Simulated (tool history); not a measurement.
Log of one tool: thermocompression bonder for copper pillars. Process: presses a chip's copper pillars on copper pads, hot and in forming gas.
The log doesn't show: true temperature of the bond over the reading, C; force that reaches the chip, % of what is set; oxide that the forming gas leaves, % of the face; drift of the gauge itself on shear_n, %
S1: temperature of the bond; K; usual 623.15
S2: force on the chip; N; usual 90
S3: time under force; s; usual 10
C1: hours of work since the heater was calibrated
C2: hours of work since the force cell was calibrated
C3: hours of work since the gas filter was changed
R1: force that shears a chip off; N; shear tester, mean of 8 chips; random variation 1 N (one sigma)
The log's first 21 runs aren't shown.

run,hour,S1,S2,S3,C1,C2,C3,R1
22,444.1,643.15,100,24,845,1116,173,106.6
# hour 452.8: force cell calibrated
# hour 461.0: forming gas filter changed
23,472.6,623.15,68,27,864,14,8,96.4
24,488.5,623.15,68,27,875,25,19,94.2
25,513.4,642.15,129,27,893,43,37,121.0
26,533.5,630.15,90,10,907,57,51,91.3
27,549.6,630.15,90,10,918,68,63,90.1
28,564.8,615.15,109,16,929,79,73,98.5
29,587.2,594.15,108,15,945,95,89,83.4
30,609.5,594.15,108,15,961,110,105,81.8

5 ways to go on from here, each from the tool as it stands after run 30. What would each give?
A,632.7,618.15,86,10,977,127,121,?
B,632.7,623.15,88,6,977,127,121,?
C,632.7,623.15,90,7,977,127,121,?
D,632.7,594.15,108,24,977,127,121,?
E,632.7,623.15,90,6,977,127,121,?

run,R1
A,76.5
B,71.5
C,77.0
D,91.9
E,72.8
Without the tool's hidden state the same runs would have given:
run,R1
A,84.3
B,79.0
C,84.6
D,100.4
E,80.3

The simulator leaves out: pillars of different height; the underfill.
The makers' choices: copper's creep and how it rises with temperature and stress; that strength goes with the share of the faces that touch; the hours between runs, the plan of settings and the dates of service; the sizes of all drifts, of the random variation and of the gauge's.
